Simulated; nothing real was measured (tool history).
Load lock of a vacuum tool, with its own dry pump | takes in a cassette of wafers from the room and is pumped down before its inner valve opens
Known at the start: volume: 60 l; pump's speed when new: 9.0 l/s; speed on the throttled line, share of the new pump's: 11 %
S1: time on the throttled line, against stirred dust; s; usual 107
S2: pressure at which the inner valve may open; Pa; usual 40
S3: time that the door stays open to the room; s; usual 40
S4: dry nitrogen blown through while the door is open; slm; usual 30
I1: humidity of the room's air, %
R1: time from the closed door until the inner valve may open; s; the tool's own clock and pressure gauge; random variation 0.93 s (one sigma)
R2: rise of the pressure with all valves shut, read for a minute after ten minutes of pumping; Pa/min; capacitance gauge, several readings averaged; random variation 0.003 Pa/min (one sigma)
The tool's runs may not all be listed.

run 1 day=0 | S1=107 S2=40 S3=40 S4=30 | I1=46.7 | R1=149.2 R2=0.192
run 2 day=5.712 | S1=107 S2=40 S3=40 S4=30 | I1=43.6 | R1=148.7 R2=0.188
run 3 day=10.9 | S1=107 S2=40 S3=40 S4=30 | I1=45 | R1=150.6 R2=0.207
run 4 day=16.688 | S1=107 S2=40 S3=40 S4=30 | I1=42.6 | R1=150.4 R2=0.208
run 5 day=22.433 | S1=107 S2=40 S3=40 S4=30 | I1=45.8 | R1=151.7 R2=0.232
run 6 day=28.221 | S1=107 S2=40 S3=40 S4=30 | I1=43.7 | R1=150.3 R2=0.246
run 7 day=32.704 | S1=107 S2=40 S3=40 S4=30 | I1=42.5 | R1=151.2 R2=0.238
run 8 day=36.533 | S1=107 S2=40 S3=40 S4=30 | I1=44.1 | R1=152.5 R2=0.247
run 9 day=40.217 | S1=107 S2=69 S3=40 S4=30 | I1=46.8 | R1=149.2 R2=0.255
run 10 day=42.971 | S1=107 S2=40 S3=40 S4=30 | I1=46.4 | R1=151.5 R2=0.271
run 11 day=47.7 | S1=107 S2=40 S3=40 S4=30 | I1=44.5 | R1=152.5 R2=0.277
run 12 day=50.688 | S1=107 S2=40 S3=40 S4=30 | I1=45.3 | R1=152.7 R2=0.284
run 13 day=53.521 | S1=107 S2=40 S3=40 S4=30 | I1=45.3 | R1=151.3 R2=0.286
run 14 day=59.175 | S1=107 S2=40 S3=40 S4=30 | I1=44.3 | R1=152.4 R2=0.304
run 15 day=63.608 | S1=107 S2=40 S3=40 S4=30 | I1=46.8 | R1=153.2 R2=0.306
run 16 day=66.883 | S1=57 S2=40 S3=40 S4=44 | I1=48.2 | R1=108.6 R2=0.312
run 17 day=70.95 | S1=57 S2=40 S3=40 S4=44 | I1=45.7 | R1=109.6 R2=0.327
-- day=72.833 door's seal changed, seat wiped
run 18 day=76.671 | S1=107 S2=34 S3=40 S4=30 | I1=42.3 | R1=155.1 R2=0.034
run 19 day=81.688 | S1=107 S2=34 S3=40 S4=30 | I1=45.8 | R1=154.7 R2=0.039
run 20 day=84.979 | S1=129 S2=40 S3=40 S4=30 | I1=46.1 | R1=170.6 R2=0.04
run 21 day=88.946 | S1=129 S2=40 S3=56 S4=30 | I1=44.9 | R1=173.7 R2=0.049
run 22 day=93.458 | S1=129 S2=74 S3=132 S4=30 | I1=45.9 | R1=168.4 R2=0.059
run 23 day=98.262 | S1=84 S2=40 S3=224 S4=34 | I1=42.2 | R1=133.8 R2=0.066
run 24 day=102.212 | S1=84 S2=68 S3=224 S4=8 | I1=46.3 | R1=129.4 R2=0.11
run 25 day=108.196 | S1=107 S2=52 S3=72 S4=15 | I1=44.8 | R1=151.9 R2=0.073
run 26 day=113.342 | S1=107 S2=30 S3=151 S4=30 | I1=44.4 | R1=154.6 R2=0.075
run 27 day=116.588 | S1=173 S2=38 S3=40 S4=30 | I1=46.1 | R1=213.4 R2=0.057
run 28 day=122.112 | S1=175 S2=38 S3=116 S4=26 | I1=43.3 | R1=214.1 R2=0.078

5 ways to go on from here, each from the tool as it stands after run 28. What would each give?
run A day=126.054 | S1=140 S2=40 S3=73 S4=30 | I1=44.2 | R1=? R2=?
run B day=126.054 | S1=64 S2=36 S3=40 S4=29 | I1=42 | R1=? R2=?
run C day=126.054 | S1=107 S2=40 S3=40 S4=11 | I1=42.3 | R1=? R2=?
run D day=126.054 | S1=175 S2=55 S3=116 S4=26 | I1=43.9 | R1=? R2=?
run E day=126.054 | S1=198 S2=38 S3=95 S4=26 | I1=47.3 | R1=? R2=?

run=A R1=181.6 R2=0.074
run=B R1=117.1 R2=0.07
run=C R1=152.3 R2=0.078
run=D R1=211.3 R2=0.078
run=E R1=235.5 R2=0.086
Without the tool's hidden state the same runs would have given:
run=A R1=175.3 R2=0.039
run=B R1=109.1 R2=0.035
run=C R1=145.3 R2=0.044
run=D R1=205.8 R2=0.044
run=E R1=230.1 R2=0.051
